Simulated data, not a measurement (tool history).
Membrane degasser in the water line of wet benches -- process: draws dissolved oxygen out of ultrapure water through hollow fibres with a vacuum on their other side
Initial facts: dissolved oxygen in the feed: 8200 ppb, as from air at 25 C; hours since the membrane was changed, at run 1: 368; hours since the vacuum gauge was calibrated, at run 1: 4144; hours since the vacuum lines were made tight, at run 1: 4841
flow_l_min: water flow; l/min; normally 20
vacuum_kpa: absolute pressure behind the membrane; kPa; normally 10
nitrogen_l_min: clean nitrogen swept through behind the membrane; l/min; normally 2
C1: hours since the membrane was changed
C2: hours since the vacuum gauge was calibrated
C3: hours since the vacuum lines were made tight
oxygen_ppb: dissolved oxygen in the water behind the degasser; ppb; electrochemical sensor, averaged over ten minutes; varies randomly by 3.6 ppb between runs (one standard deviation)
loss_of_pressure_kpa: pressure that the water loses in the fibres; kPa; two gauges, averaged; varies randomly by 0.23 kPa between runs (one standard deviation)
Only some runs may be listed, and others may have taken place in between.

run 1 hour=0 | flow_l_min=20 vacuum_kpa=10 nitrogen_l_min=2 | C1=368 C2=4144 C3=4841 | oxygen_ppb=351.9 loss_of_pressure_kpa=59.74
run 2 hour=57.5 | flow_l_min=20 vacuum_kpa=10 nitrogen_l_min=2 | C1=426 C2=4202 C3=4898 | oxygen_ppb=355.1 loss_of_pressure_kpa=60.39
run 3 hour=140.1 | flow_l_min=20 vacuum_kpa=10 nitrogen_l_min=2 | C1=508 C2=4284 C3=4981 | oxygen_ppb=353 loss_of_pressure_kpa=59.97
run 4 hour=197.3 | flow_l_min=20 vacuum_kpa=10 nitrogen_l_min=2 | C1=565 C2=4342 C3=5038 | oxygen_ppb=349.6 loss_of_pressure_kpa=60.51
run 5 hour=251.6 | flow_l_min=20 vacuum_kpa=10 nitrogen_l_min=2 | C1=620 C2=4396 C3=5092 | oxygen_ppb=352.2 loss_of_pressure_kpa=59.79
-- hour=294 seals of the vacuum lines changed
run 6 hour=337.8 | flow_l_min=18 vacuum_kpa=10 nitrogen_l_min=2 | C1=704 C2=4480 C3=44 | oxygen_ppb=306.1 loss_of_pressure_kpa=54.09
run 7 hour=422.6 | flow_l_min=18 vacuum_kpa=10 nitrogen_l_min=2 | C1=789 C2=4565 C3=129 | oxygen_ppb=317.8 loss_of_pressure_kpa=54.05
run 8 hour=511.6 | flow_l_min=18 vacuum_kpa=10 nitrogen_l_min=2 | C1=878 C2=4654 C3=218 | oxygen_ppb=313.8 loss_of_pressure_kpa=54.51
run 9 hour=579.3 | flow_l_min=18 vacuum_kpa=10 nitrogen_l_min=2 | C1=945 C2=4722 C3=285 | oxygen_ppb=305.1 loss_of_pressure_kpa=53.86
run 10 hour=652 | flow_l_min=18 vacuum_kpa=10 nitrogen_l_min=2 | C1=1018 C2=4794 C3=358 | oxygen_ppb=313.2 loss_of_pressure_kpa=54.32
run 11 hour=718.2 | flow_l_min=18 vacuum_kpa=10 nitrogen_l_min=2 | C1=1084 C2=4861 C3=424 | oxygen_ppb=309.1 loss_of_pressure_kpa=54.04
run 12 hour=807.7 | flow_l_min=18 vacuum_kpa=10 nitrogen_l_min=2 | C1=1174 C2=4950 C3=514 | oxygen_ppb=309.3 loss_of_pressure_kpa=53.92
run 13 hour=898.7 | flow_l_min=18 vacuum_kpa=10 nitrogen_l_min=2 | C1=1265 C2=5041 C3=605 | oxygen_ppb=309.9 loss_of_pressure_kpa=54.33
run 14 hour=944.8 | flow_l_min=20 vacuum_kpa=12.4 nitrogen_l_min=2 | C1=1311 C2=5087 C3=651 | oxygen_ppb=411.9 loss_of_pressure_kpa=60.1
run 15 hour=998.6 | flow_l_min=20 vacuum_kpa=12.4 nitrogen_l_min=2 | C1=1365 C2=5141 C3=705 | oxygen_ppb=408.5 loss_of_pressure_kpa=60
run 16 hour=1091.8 | flow_l_min=20 vacuum_kpa=12.4 nitrogen_l_min=2 | C1=1458 C2=5234 C3=798 | oxygen_ppb=400.6 loss_of_pressure_kpa=59.91
run 17 hour=1135.4 | flow_l_min=14 vacuum_kpa=12.4 nitrogen_l_min=0.95 | C1=1501 C2=5278 C3=841 | oxygen_ppb=412.8 loss_of_pressure_kpa=42.09
run 18 hour=1182.3 | flow_l_min=14 vacuum_kpa=12.4 nitrogen_l_min=0.95 | C1=1548 C2=5325 C3=888 | oxygen_ppb=403.8 loss_of_pressure_kpa=42.29
run 19 hour=1252.6 | flow_l_min=14 vacuum_kpa=12.4 nitrogen_l_min=0.95 | C1=1619 C2=5395 C3=959 | oxygen_ppb=405.6 loss_of_pressure_kpa=42.34
run 20 hour=1298.7 | flow_l_min=25 vacuum_kpa=10.1 nitrogen_l_min=4.22 | C1=1665 C2=5441 C3=1005 | oxygen_ppb=379.6 loss_of_pressure_kpa=74.83
run 21 hour=1368 | flow_l_min=30 vacuum_kpa=10 nitrogen_l_min=1.5 | C1=1734 C2=5510 C3=1074 | oxygen_ppb=626.4 loss_of_pressure_kpa=90.09
run 22 hour=1443.7 | flow_l_min=24 vacuum_kpa=7.8 nitrogen_l_min=4.27 | C1=1810 C2=5586 C3=1150 | oxygen_ppb=321 loss_of_pressure_kpa=71.62
run 23 hour=1492.4 | flow_l_min=24 vacuum_kpa=7.8 nitrogen_l_min=4.27 | C1=1858 C2=5635 C3=1198 | oxygen_ppb=324.5 loss_of_pressure_kpa=72.36
run 24 hour=1591 | flow_l_min=14 vacuum_kpa=10.4 nitrogen_l_min=3.09 | C1=1957 C2=5733 C3=1297 | oxygen_ppb=192.3 loss_of_pressure_kpa=42.22
run 25 hour=1691.9 | flow_l_min=28 vacuum_kpa=7.9 nitrogen_l_min=3.09 | C1=2058 C2=5834 C3=1398 | oxygen_ppb=418.5 loss_of_pressure_kpa=83.97
-- hour=1750.5 vacuum gauge calibrated
run 26 hour=1756.9 | flow_l_min=28 vacuum_kpa=7.9 nitrogen_l_min=3.09 | C1=2122 C2=6 C3=1462 | oxygen_ppb=419.3 loss_of_pressure_kpa=84.27
run 27 hour=1852.5 | flow_l_min=29 vacuum_kpa=21.3 nitrogen_l_min=0.92 | C1=2218 C2=102 C3=1558 | oxygen_ppb=1305.5 loss_of_pressure_kpa=86.79
run 28 hour=1914.6 | flow_l_min=18 vacuum_kpa=17.7 nitrogen_l_min=2.3 | C1=2280 C2=164 C3=1620 | oxygen_ppb=423.1 loss_of_pressure_kpa=54.1
run 29 hour=1963.7 | flow_l_min=31 vacuum_kpa=14.7 nitrogen_l_min=2 | C1=2329 C2=213 C3=1669 | oxygen_ppb=726.6 loss_of_pressure_kpa=93.41
run 30 hour=2033 | flow_l_min=20 vacuum_kpa=20.4 nitrogen_l_min=2 | C1=2398 C2=282 C3=1739 | oxygen_ppb=578.2 loss_of_pressure_kpa=60.17
run 31 hour=2123 | flow_l_min=20 vacuum_kpa=11.7 nitrogen_l_min=2 | C1=2488 C2=372 C3=1829 | oxygen_ppb=391.8 loss_of_pressure_kpa=59.84
run 32 hour=2196.4 | flow_l_min=12 vacuum_kpa=6.9 nitrogen_l_min=1.51 | C1=2562 C2=446 C3=1902 | oxygen_ppb=159.2 loss_of_pressure_kpa=36.33

Forecast each of these 3 alternatives for the next run:
run A hour=2264.6 | flow_l_min=20 vacuum_kpa=16.2 nitrogen_l_min=2 | C1=2630 C2=514 C3=1970 | oxygen_ppb=? loss_of_pressure_kpa=?
run B hour=2264.6 | flow_l_min=12 vacuum_kpa=10.5 nitrogen_l_min=1.51 | C1=2630 C2=514 C3=1970 | oxygen_ppb=? loss_of_pressure_kpa=?
run C hour=2264.6 | flow_l_min=22 vacuum_kpa=10 nitrogen_l_min=1.79 | C1=2630 C2=514 C3=1970 | oxygen_ppb=? loss_of_pressure_kpa=?

run=A oxygen_ppb=482.8 loss_of_pressure_kpa=59.89
run=B oxygen_ppb=224.1 loss_of_pressure_kpa=35.84
run=C oxygen_ppb=425.2 loss_of_pressure_kpa=66.04
Had the tool no hidden state, the same runs would have come out as:
run=A oxygen_ppb=482.6 loss_of_pressure_kpa=59.87
run=B oxygen_ppb=223.9 loss_of_pressure_kpa=35.83
run=C oxygen_ppb=425 loss_of_pressure_kpa=66.02

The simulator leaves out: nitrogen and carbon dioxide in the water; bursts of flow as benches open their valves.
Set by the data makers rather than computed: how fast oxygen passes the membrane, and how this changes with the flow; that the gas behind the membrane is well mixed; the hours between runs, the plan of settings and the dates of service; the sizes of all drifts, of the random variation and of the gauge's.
